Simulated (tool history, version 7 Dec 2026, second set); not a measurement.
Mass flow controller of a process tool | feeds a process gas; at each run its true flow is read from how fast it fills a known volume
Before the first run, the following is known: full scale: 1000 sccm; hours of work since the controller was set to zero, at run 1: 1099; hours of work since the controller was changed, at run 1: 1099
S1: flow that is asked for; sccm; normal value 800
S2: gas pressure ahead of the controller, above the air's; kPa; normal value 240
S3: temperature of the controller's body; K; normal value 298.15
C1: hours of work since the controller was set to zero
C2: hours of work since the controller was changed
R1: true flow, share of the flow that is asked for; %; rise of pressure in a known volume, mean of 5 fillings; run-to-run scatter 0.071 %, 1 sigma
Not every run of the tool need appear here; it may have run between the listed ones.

run,day,S1,S2,S3,C1,C2,R1
1,0,800,240,298.15,1099,1099,99.29
2,8.462,800,240,298.15,1187,1187,99.3
3,18.529,800,240,298.15,1292,1292,99.4
4,25.45,800,240,298.15,1364,1364,99.26
5,33.779,800,240,298.15,1451,1451,99.18
6,38.129,800,240,298.15,1496,1496,99.12
7,44.617,800,240,298.15,1564,1564,99.2
8,50.475,800,240,298.15,1625,1625,99.1
9,54.95,800,240,298.15,1671,1671,99.15
10,60.458,800,240,298.15,1729,1729,99.03
11,67.962,800,240,298.15,1807,1807,99.07
12,75.238,800,240,298.15,1883,1883,99.17
13,82.096,800,240,298.15,1954,1954,99.14
14,91.029,800,240,298.15,2047,2047,98.92
15,96.933,800,240,298.15,2109,2109,99.02
16,103.046,800,207,298.15,2172,2172,98.96
17,113.067,800,207,298.15,2277,2277,99
18,117.971,800,207,298.15,2328,2328,99
19,122.929,199,276,312.15,2380,2380,96.97
20,130.492,199,277,299.15,2458,2458,96.28
21,135.679,719,142,309.15,2512,2512,99.1
22,143,100,178,300.15,2589,2589,93.59
23,151.329,112,258,295.15,2675,2675,93.64
24,160.392,109,244,304.15,2770,2770,93.94
25,165.796,109,244,304.15,2826,2826,93.81
26,171.771,109,244,304.15,2888,2888,93.73
27,179.358,124,173,300.15,2967,2967,93.99
28,184.792,190,240,307.15,3024,3024,95.73
29,193.221,190,240,307.15,3112,3112,95.8

Below are 3 alternative next runs, each starting from the tool's condition after run 29. Predict each:
A,201.171,190,161,307.15,3195,3195,?
B,201.171,800,167,308.15,3195,3195,?
C,201.171,366,240,298.15,3195,3195,?

run,R1
A,95.56
B,99.09
C,97.11
Without the tool's unlogged condition, the same runs would have read:
run,R1
A,98.78
B,100.05
C,98.91
